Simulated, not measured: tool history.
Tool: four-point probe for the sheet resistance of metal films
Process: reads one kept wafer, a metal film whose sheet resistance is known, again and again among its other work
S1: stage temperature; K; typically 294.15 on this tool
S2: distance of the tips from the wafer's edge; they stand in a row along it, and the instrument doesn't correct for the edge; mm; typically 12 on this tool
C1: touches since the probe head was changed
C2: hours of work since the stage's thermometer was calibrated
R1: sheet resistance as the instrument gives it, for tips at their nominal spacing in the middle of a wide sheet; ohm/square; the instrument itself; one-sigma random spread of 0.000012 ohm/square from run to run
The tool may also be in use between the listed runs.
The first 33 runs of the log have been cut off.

Run 34, hour 1234.2: usual settings but S1 300.15 K, S2 16 mm; C1 47715; C2 971. Result: R1 0.057825 ohm/square.
Run 35, hour 1284.7: usual settings but S1 304.15 K; C1 50212; C2 1001. Result: R1 0.057978 ohm/square.
Run 36, hour 1311.7: usual settings but S1 301.15 K, S2 5 mm; C1 51546; C2 1016. Result: R1 0.059564 ohm/square.
Run 37, hour 1357.4: usual settings but S1 297.15 K, S2 59 mm; C1 53809; C2 1043. Result: R1 0.057615 ohm/square.
Run 38, hour 1383.1: usual settings but S1 297.15 K, S2 59 mm; C1 55083; C2 1058. Result: R1 0.057616 ohm/square.
Run 39, hour 1404.6: usual settings but S1 292.15 K, S2 7 mm; C1 56144; C2 1070. Result: R1 0.058589 ohm/square.
Run 40, hour 1426.6: usual settings but S1 304.15 K, S2 59 mm; C1 57236; C2 1083. Result: R1 0.057661 ohm/square.
Run 41, hour 1452.3: usual settings but S1 299.15 K, S2 34 mm; C1 58505; C2 1098. Result: R1 0.057643 ohm/square.
Run 42, hour 1478.7: usual settings but S1 300.15 K, S2 23 mm; C1 59810; C2 1113. Result: R1 0.057713 ohm/square.
Run 43, hour 1508.1: usual settings but S1 307.15 K, S2 49 mm; C1 61267; C2 1130. Result: R1 0.057677 ohm/square.
Run 44, hour 1535.3: usual settings but S1 301.15 K, S2 5 mm; C1 62615; C2 1146. Result: R1 0.059534 ohm/square.
Run 45, hour 1557.1: usual settings but S1 308.15 K, S2 17 mm; C1 63693; C2 1159. Result: R1 0.057827 ohm/square.

Branching from run 45: 3 alternative next runs. What would each branch give?
Run A, hour 1588: usual settings but S2 20 mm; C1 65223; C2 1177. Result: R1 ?.
Run B, hour 1588: usual settings but S1 295.15 K, S2 71 mm; C1 65223; C2 1177. Result: R1 ?.
Run C, hour 1588: usual settings but S1 293.15 K; C1 65223; C2 1177. Result: R1 ?.

run        R1
  A  0.057717
  B   0.05762
  C  0.057908
Take away the tool's hidden state, keep each run's random variation, and the runs would have read:
run        R1
  A  0.057723
  B  0.057626
  C  0.057914
